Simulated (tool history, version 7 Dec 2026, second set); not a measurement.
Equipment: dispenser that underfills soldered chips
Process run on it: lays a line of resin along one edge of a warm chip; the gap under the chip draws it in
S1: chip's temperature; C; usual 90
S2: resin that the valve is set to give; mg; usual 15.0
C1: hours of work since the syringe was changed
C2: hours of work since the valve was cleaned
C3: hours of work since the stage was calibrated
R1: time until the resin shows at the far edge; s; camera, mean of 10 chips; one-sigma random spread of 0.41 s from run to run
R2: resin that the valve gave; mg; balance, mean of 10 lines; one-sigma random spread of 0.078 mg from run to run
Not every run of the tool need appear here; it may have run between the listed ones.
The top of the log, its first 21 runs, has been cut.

| run | hour | S1 | S2 | C1 | C2 | C3 | R1 | R2 |
|---|---|---|---|---|---|---|---|---|
|  | 231.3 | new syringe of resin |
| 22 | 242.0 | 85 | 13.7 | 7 | 83 | 245 | 42.6 | 12.98 |
|  | 248.6 | new syringe of resin |
| 23 | 248.8 | 105 | 16.9 | 0 | 87 | 249 | 17.5 | 16.04 |
| 24 | 263.6 | 105 | 16.9 | 9 | 97 | 258 | 22.2 | 15.84 |
|  | 266.0 | new syringe of resin |
| 25 | 277.3 | 105 | 16.9 | 7 | 105 | 267 | 20.8 | 15.80 |
|  | 283.5 | new syringe of resin |
| 26 | 286.2 | 81 | 15.3 | 2 | 110 | 272 | 41.8 | 14.22 |
|  | 289.1 | dispensing valve cleaned and set on the balance |
| 27 | 297.1 | 78 | 13.0 | 8 | 5 | 278 | 56.9 | 12.92 |
|  | 302.5 | new syringe of resin |
| 28 | 307.1 | 93 | 17.6 | 3 | 11 | 284 | 27.8 | 17.47 |
|  | 320.1 | new syringe of resin |
| 29 | 321.4 | 87 | 17.6 | 1 | 20 | 293 | 31.7 | 17.48 |
| 30 | 331.3 | 99 | 15.0 | 7 | 26 | 299 | 26.2 | 14.76 |
|  | 337.6 | new syringe of resin |
| 31 | 344.0 | 77 | 18.9 | 4 | 34 | 307 | 50.0 | 18.49 |
| 32 | 354.1 | 100 | 16.5 | 10 | 40 | 314 | 28.6 | 16.07 |
|  | 355.8 | new syringe of resin |
| 33 | 367.4 | 90 | 13.2 | 7 | 49 | 322 | 36.9 | 12.82 |
|  | 374.0 | new syringe of resin |
| 34 | 380.0 | 83 | 18.6 | 4 | 56 | 329 | 40.5 | 17.86 |

Alternative continuations, all from the tool just after run 34; predict every row:
| A | 386.2 | 80 | 17.3 | 8 | 60 | 333 | ? | ? |
| B | 386.2 | 78 | 18.6 | 8 | 60 | 333 | ? | ? |
| C | 386.2 | 95 | 15.0 | 8 | 60 | 333 | ? | ? |
| D | 386.2 | 90 | 13.0 | 8 | 60 | 333 | ? | ? |
| E | 386.2 | 100 | 15.0 | 8 | 60 | 333 | ? | ? |

| run | R1 | R2 |
|---|---|---|
| A | 51.4 | 16.67 |
| B | 55.0 | 17.88 |
| C | 31.1 | 14.52 |
| D | 37.6 | 12.42 |
| E | 26.7 | 14.40 |
Take away the tool's hidden state, keep each run's random variation, and the runs would have read:
| run | R1 | R2 |
|---|---|---|
| A | 39.2 | 17.28 |
| B | 42.0 | 18.53 |
| C | 23.9 | 15.05 |
| D | 28.4 | 12.87 |
| E | 20.5 | 14.92 |
